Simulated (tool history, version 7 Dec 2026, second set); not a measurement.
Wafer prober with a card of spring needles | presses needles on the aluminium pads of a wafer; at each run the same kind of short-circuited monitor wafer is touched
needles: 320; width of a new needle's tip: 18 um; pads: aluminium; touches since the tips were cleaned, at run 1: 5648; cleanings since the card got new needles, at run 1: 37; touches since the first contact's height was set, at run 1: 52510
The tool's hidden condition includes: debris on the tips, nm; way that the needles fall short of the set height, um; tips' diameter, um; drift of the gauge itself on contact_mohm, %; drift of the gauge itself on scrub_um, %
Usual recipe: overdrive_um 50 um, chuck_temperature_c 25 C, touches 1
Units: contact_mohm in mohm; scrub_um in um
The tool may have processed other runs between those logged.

| run | hour | overdrive_um | chuck_temperature_c | touches | touches since the tips were cleaned | cleanings since the card got new needles | touches since the first contact's height was set | contact_mohm | scrub_um |
|---|---|---|---|---|---|---|---|---|---|
| 1 | 0 | 50 | 25 | 1 | 5648 | 37 | 52510 | 145 | 9.47 |
|  | 6.8 | tips cleaned on abrasive film |
| 2 | 17.1 | 50 | 25 | 1 | 4823 | 38 | 60482 | 144 | 9.44 |
|  | 24.7 | tips cleaned on abrasive film |
| 3 | 32.3 | 50 | 25 | 1 | 3587 | 39 | 67599 | 147 | 9.4 |
|  | 43.2 | tips cleaned on abrasive film |
| 4 | 48.7 | 50 | 25 | 1 | 2557 | 40 | 75239 | 147 | 9.4 |
|  | 61.8 | tips cleaned on abrasive film |
| 5 | 66.4 | 50 | 25 | 1 | 2139 | 41 | 83510 | 144 | 9.44 |
|  | 79.5 | tips cleaned on abrasive film |
| 6 | 85.2 | 50 | 25 | 1 | 2652 | 42 | 92287 | 145 | 9.46 |
|  | 98.8 | tips cleaned on abrasive film |
| 7 | 106.3 | 50 | 25 | 1 | 3524 | 43 | 102174 | 146 | 9.41 |
|  | 116.9 | tips cleaned on abrasive film |
| 8 | 121.4 | 60 | 25 | 1 | 2110 | 44 | 109225 | 141 | 11.3 |
|  | 134.7 | tips cleaned on abrasive film |
| 9 | 134.7 | 60 | 25 | 1 | 15 | 45 | 115428 | 141 | 11.29 |
| 10 | 151.1 | 60 | 25 | 1 | 7707 | 45 | 123120 | 142 | 11.27 |
|  | 152.8 | tips cleaned on abrasive film |
| 11 | 160.7 | 60 | 25 | 1 | 3717 | 46 | 127573 | 140 | 11.29 |
|  | 170.7 | tips cleaned on abrasive film |
| 12 | 173.3 | 50 | 25 | 1 | 1231 | 47 | 133450 | 145 | 9.37 |
|  | 190 | tips cleaned on abrasive film |
|  | 190.3 | height of the first contact set anew |
| 13 | 193.2 | 50 | 26 | 1 | 1344 | 48 | 1344 | 144 | 9.45 |
|  | 208.6 | tips cleaned on abrasive film |
| 14 | 210.2 | 50 | 26 | 1 | 731 | 49 | 9290 | 143 | 9.41 |
|  | 226.8 | tips cleaned on abrasive film |
| 15 | 229 | 50 | 25 | 2 | 1043 | 50 | 18091 | 144 | 9.33 |
|  | 244.5 | tips cleaned on abrasive film |
| 16 | 248.8 | 50 | 25 | 1 | 1998 | 51 | 27321 | 144 | 9.42 |
|  | 263.1 | tips cleaned on abrasive film |
| 17 | 264.6 | 50 | 25 | 1 | 723 | 52 | 34705 | 144 | 9.35 |
|  | 281.2 | tips cleaned on abrasive film |
| 18 | 283.9 | 61 | 25 | 2 | 1284 | 53 | 43724 | 142 | 11.36 |
|  | 299 | tips cleaned on abrasive film |
| 19 | 303.9 | 31 | 29 | 2 | 2304 | 54 | 53092 | 164 | 5.8 |
|  | 316.9 | tips cleaned on abrasive film |
| 20 | 325.3 | 50 | 51 | 1 | 3959 | 55 | 63090 | 151 | 9.34 |
|  | 335.8 | tips cleaned on abrasive film |
| 21 | 339.7 | 50 | 95 | 2 | 1852 | 56 | 69812 | 161 | 9.29 |
|  | 353.4 | tips cleaned on abrasive film |
| 22 | 362.1 | 30 | 36 | 1 | 4073 | 57 | 80267 | 166 | 5.61 |
|  | 371.6 | tips cleaned on abrasive film |
| 23 | 371.6 | 30 | 36 | 1 | 0 | 58 | 84686 | 170 | 5.55 |
| 24 | 386.5 | 30 | 36 | 1 | 6984 | 58 | 91670 | 168 | 5.6 |
|  | 389.7 | tips cleaned on abrasive film |
| 25 | 403.1 | 50 | 36 | 2 | 6276 | 59 | 99447 | 147 | 9.3 |
|  | 407.5 | tips cleaned on abrasive film |
| 26 | 423.4 | 37 | 37 | 3 | 7458 | 60 | 108919 | 156 | 6.88 |
|  | 425.1 | tips cleaned on abrasive film |
| 27 | 434 | 66 | 89 | 1 | 4207 | 61 | 113881 | 148 | 12.24 |
|  | 443.4 | tips cleaned on abrasive film |
| 28 | 449.3 | 66 | 89 | 1 | 2797 | 62 | 121016 | 149 | 12.15 |
| 29 | 458.5 | 66 | 89 | 1 | 7119 | 62 | 125338 | 149 | 12.29 |
|  | 462.1 | tips cleaned on abrasive film |
| 30 | 469 | 66 | 89 | 1 | 3221 | 63 | 130213 | 148 | 12.28 |
|  | 479.8 | tips cleaned on abrasive film |
| 31 | 479.8 | 66 | 89 | 1 | 0 | 64 | 135250 | 148 | 12.25 |
|  | 493.2 | height of the first contact set anew |
| 32 | 494.2 | 66 | 89 | 1 | 6609 | 64 | 484 | 152 | 12.23 |

5 ways to go on from here, each from the tool as it stands after run 32. What would each give?
|  | 498.1 | tips cleaned on abrasive film |
| A | 511.4 | 63 | 28 | 1 | 6236 | 65 | 8521 | ? | ? |
|  | 498.1 | tips cleaned on abrasive film |
| B | 511.4 | 45 | 118 | 2 | 6236 | 65 | 8521 | ? | ? |
|  | 498.1 | tips cleaned on abrasive film |
| C | 511.4 | 50 | 25 | 1 | 6236 | 65 | 8521 | ? | ? |
|  | 498.1 | tips cleaned on abrasive film |
| D | 511.4 | 50 | 83 | 1 | 6236 | 65 | 8521 | ? | ? |
|  | 498.1 | tips cleaned on abrasive film |
| E | 511.4 | 55 | 25 | 1 | 6236 | 65 | 8521 | ? | ? |

| run | contact_mohm | scrub_um |
|---|---|---|
| A | 142 | 11.66 |
| B | 168 | 8.27 |
| C | 149 | 9.23 |
| D | 157 | 9.3 |
| E | 143 | 10.15 |
With the hidden condition removed and each run's random variation left untouched, the same runs would have given:
| run | contact_mohm | scrub_um |
|---|---|---|
| A | 142 | 11.91 |
| B | 168 | 8.45 |
| C | 148 | 9.42 |
| D | 156 | 9.49 |
| E | 142 | 10.36 |

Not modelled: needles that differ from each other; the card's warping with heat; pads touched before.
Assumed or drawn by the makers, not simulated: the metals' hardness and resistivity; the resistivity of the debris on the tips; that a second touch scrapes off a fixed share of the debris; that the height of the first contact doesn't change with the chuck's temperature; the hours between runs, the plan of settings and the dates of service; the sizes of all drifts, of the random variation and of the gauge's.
